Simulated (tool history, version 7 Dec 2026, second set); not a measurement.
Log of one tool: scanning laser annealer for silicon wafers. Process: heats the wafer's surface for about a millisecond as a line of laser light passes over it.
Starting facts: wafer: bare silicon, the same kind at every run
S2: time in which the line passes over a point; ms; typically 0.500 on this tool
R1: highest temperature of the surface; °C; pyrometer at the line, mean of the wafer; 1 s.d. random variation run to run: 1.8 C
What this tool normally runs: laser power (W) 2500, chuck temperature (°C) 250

run 1 hour=0.0 | laser_power_(W)=2500 S2=0.500 chuck_temperature_(°C)=250 | R1=1015
run 2 hour=6.4 | laser_power_(W)=2500 S2=0.500 chuck_temperature_(°C)=282 | R1=1048
run 3 hour=11.7 | laser_power_(W)=2500 S2=0.500 chuck_temperature_(°C)=250 | R1=1015
run 4 hour=16.3 | laser_power_(W)=2500 S2=0.500 chuck_temperature_(°C)=250 | R1=1010
run 5 hour=24.1 | laser_power_(W)=2500 S2=0.500 chuck_temperature_(°C)=255 | R1=1019
run 6 hour=32.1 | laser_power_(W)=2500 S2=0.500 chuck_temperature_(°C)=255 | R1=1022
run 7 hour=37.3 | laser_power_(W)=2500 S2=0.500 chuck_temperature_(°C)=255 | R1=1020
run 8 hour=43.1 | laser_power_(W)=2359 S2=0.500 chuck_temperature_(°C)=250 | R1=966
run 9 hour=50.4 | laser_power_(W)=2359 S2=0.500 chuck_temperature_(°C)=250 | R1=965
run 10 hour=61.6 | laser_power_(W)=2359 S2=0.500 chuck_temperature_(°C)=250 | R1=962
run 11 hour=70.6 | laser_power_(W)=2500 S2=0.500 chuck_temperature_(°C)=238 | R1=1004
run 12 hour=80.5 | laser_power_(W)=2500 S2=0.500 chuck_temperature_(°C)=238 | R1=1002
run 13 hour=88.8 | laser_power_(W)=2500 S2=0.500 chuck_temperature_(°C)=286 | R1=1051
run 14 hour=100.2 | laser_power_(W)=2588 S2=0.369 chuck_temperature_(°C)=216 | R1=902
run 15 hour=105.5 | laser_power_(W)=2500 S2=0.374 chuck_temperature_(°C)=263 | R1=926
run 16 hour=110.3 | laser_power_(W)=2500 S2=0.374 chuck_temperature_(°C)=263 | R1=930
run 17 hour=117.0 | laser_power_(W)=2272 S2=0.374 chuck_temperature_(°C)=247 | R1=838
run 18 hour=126.4 | laser_power_(W)=2272 S2=0.374 chuck_temperature_(°C)=247 | R1=843
run 19 hour=134.6 | laser_power_(W)=2445 S2=0.393 chuck_temperature_(°C)=229 | R1=893
run 20 hour=140.3 | laser_power_(W)=2459 S2=0.569 chuck_temperature_(°C)=282 | R1=1080
run 21 hour=148.0 | laser_power_(W)=2346 S2=0.500 chuck_temperature_(°C)=250 | R1=961
run 22 hour=157.4 | laser_power_(W)=2549 S2=0.453 chuck_temperature_(°C)=250 | R1=993
run 23 hour=163.3 | laser_power_(W)=2549 S2=0.453 chuck_temperature_(°C)=250 | R1=998
run 24 hour=172.9 | laser_power_(W)=2528 S2=0.498 chuck_temperature_(°C)=250 | R1=1021

Alternative continuations, all from the tool just after run 24; predict every row:
run A hour=179.9 | laser_power_(W)=2672 S2=0.354 chuck_temperature_(°C)=288 | R1=?
run B hour=179.9 | laser_power_(W)=2705 S2=0.500 chuck_temperature_(°C)=259 | R1=?
run C hour=179.9 | laser_power_(W)=2279 S2=0.500 chuck_temperature_(°C)=250 | R1=?
run D hour=179.9 | laser_power_(W)=2625 S2=0.409 chuck_temperature_(°C)=263 | R1=?

run=A R1=989
run=B R1=1101
run=C R1=936
run=D R1=1001
The same runs, with their run-to-run variation unchanged, on a tool lacking any hidden condition would have given:
run=A R1=989
run=B R1=1101
run=C R1=937
run=D R1=1002

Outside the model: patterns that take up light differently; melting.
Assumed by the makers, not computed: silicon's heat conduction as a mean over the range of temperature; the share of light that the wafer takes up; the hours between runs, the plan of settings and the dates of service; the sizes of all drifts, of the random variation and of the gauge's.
